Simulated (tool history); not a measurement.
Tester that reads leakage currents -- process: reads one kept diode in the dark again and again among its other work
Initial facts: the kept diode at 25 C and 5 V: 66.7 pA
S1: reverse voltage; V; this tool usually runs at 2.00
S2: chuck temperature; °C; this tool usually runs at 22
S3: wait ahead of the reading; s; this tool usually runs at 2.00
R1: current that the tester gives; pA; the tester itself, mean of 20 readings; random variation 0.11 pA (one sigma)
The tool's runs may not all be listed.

Run 1, hour 0.0: usual settings. Result: R1 37.32 pA.
Run 2, hour 135.0: usual settings. Result: R1 37.69 pA.
Run 3, hour 207.0: usual settings. Result: R1 38.27 pA.
Run 4, hour 325.3: usual settings but S1 5.46 V. Result: R1 71.16 pA.
Run 5, hour 443.6: usual settings but S1 5.46 V. Result: R1 72.07 pA.
Run 6, hour 538.1: usual settings but S1 5.46 V. Result: R1 72.42 pA.
Run 7, hour 694.5: usual settings but S1 5.46 V. Result: R1 73.92 pA.
Run 8, hour 809.9: usual settings but S1 5.46 V. Result: R1 75.40 pA.
At hour 930.6: probe card cleaned and baked.
Run 9, hour 949.8: usual settings but S1 2.35 V. Result: R1 38.95 pA.
Run 10, hour 1049.2: usual settings but S1 2.35 V. Result: R1 39.43 pA.
Run 11, hour 1122.5: usual settings but S1 2.35 V. Result: R1 39.43 pA.
Run 12, hour 1250.5: usual settings but S1 2.35 V. Result: R1 40.27 pA.
Run 13, hour 1382.3: usual settings but S1 2.35 V. Result: R1 40.68 pA.
Run 14, hour 1483.0: usual settings but S1 2.35 V. Result: R1 41.35 pA.
At hour 1506.6: chuck's temperature calibrated.
Run 15, hour 1636.0: usual settings but S1 2.35 V. Result: R1 43.23 pA.
Run 16, hour 1774.3: usual settings but S1 2.35 V. Result: R1 43.83 pA.
Run 17, hour 1842.9: usual settings but S1 2.35 V. Result: R1 44.09 pA.
Run 18, hour 1945.5: usual settings but S1 8.70 V. Result: R1 96.72 pA.
Run 19, hour 2065.9: usual settings but S3 0.42 s. Result: R1 42.04 pA.
Run 20, hour 2222.9: usual settings but S3 0.42 s. Result: R1 42.82 pA.
At hour 2323.8: chuck's temperature calibrated, once more.
Run 21, hour 2363.9: usual settings but S2 25 °C, S3 0.39 s. Result: R1 44.23 pA.
Run 22, hour 2468.1: usual settings but S1 7.78 V, S2 45 °C, S3 1.05 s. Result: R1 345.50 pA.
Run 23, hour 2566.9: usual settings but S1 7.93 V, S2 23 °C, S3 5.97 s. Result: R1 88.40 pA.
Run 24, hour 2648.8: usual settings but S1 7.84 V, S2 23 °C, S3 5.97 s. Result: R1 88.38 pA.
Run 25, hour 2722.3: usual settings but S1 5.13 V, S2 56 °C, S3 0.43 s. Result: R1 531.09 pA.
Run 26, hour 2866.2: usual settings but S1 5.13 V, S2 56 °C, S3 0.43 s. Result: R1 534.02 pA.
Run 27, hour 2965.4: usual settings but S1 18.98 V, S2 48 °C, S3 4.34 s. Result: R1 704.45 pA.
Run 28, hour 3063.0: usual settings but S1 18.98 V, S2 48 °C, S3 4.34 s. Result: R1 709.36 pA.
Run 29, hour 3200.1: usual settings but S1 8.19 V, S3 1.13 s. Result: R1 93.38 pA.
Run 30, hour 3326.4: usual settings but S1 8.19 V, S2 27 °C, S3 1.13 s. Result: R1 127.10 pA.
At hour 3455.4: probe card cleaned and baked.
Run 31, hour 3476.3: usual settings but S1 8.19 V, S2 27 °C, S3 1.13 s. Result: R1 109.39 pA.
Run 32, hour 3564.5: usual settings but S1 8.19 V, S2 48 °C, S3 0.56 s. Result: R1 434.82 pA.
Run 33, hour 3693.8: usual settings but S1 2.44 V, S2 48 °C, S3 1.08 s. Result: R1 221.81 pA.
Run 34, hour 3761.9: usual settings but S1 2.44 V, S2 48 °C, S3 1.08 s. Result: R1 222.94 pA.
Run 35, hour 3920.6: usual settings but S1 2.44 V, S2 48 °C, S3 1.08 s. Result: R1 223.20 pA.
Run 36, hour 4046.9: usual settings but S1 17.18 V, S2 43 °C. Result: R1 497.22 pA.
Run 37, hour 4137.7: usual settings but S1 17.18 V, S2 43 °C. Result: R1 498.19 pA.
Run 38, hour 4262.9: usual settings but S1 7.09 V, S2 51 °C, S3 3.72 s. Result: R1 495.68 pA.
Run 39, hour 4330.4: usual settings but S1 7.09 V, S2 51 °C, S3 3.72 s. Result: R1 497.42 pA.

Branching from run 39: 3 alternative next runs. What would each branch give?
Run A, hour 4467.2: usual settings but S1 1.12 V. Result: R1 ?.
Run B, hour 4467.2: usual settings but S1 7.09 V, S2 24 °C, S3 1.29 s. Result: R1 ?.
Run C, hour 4467.2: usual settings but S1 1.87 V, S2 26 °C, S3 2.80 s. Result: R1 ?.

run     R1
  A  27.27
  B  92.63
  C  48.39
Stripped of hidden state, with their random variation kept, the same runs would have yielded:
run     R1
  A  23.54
  B  77.16
  C  41.96

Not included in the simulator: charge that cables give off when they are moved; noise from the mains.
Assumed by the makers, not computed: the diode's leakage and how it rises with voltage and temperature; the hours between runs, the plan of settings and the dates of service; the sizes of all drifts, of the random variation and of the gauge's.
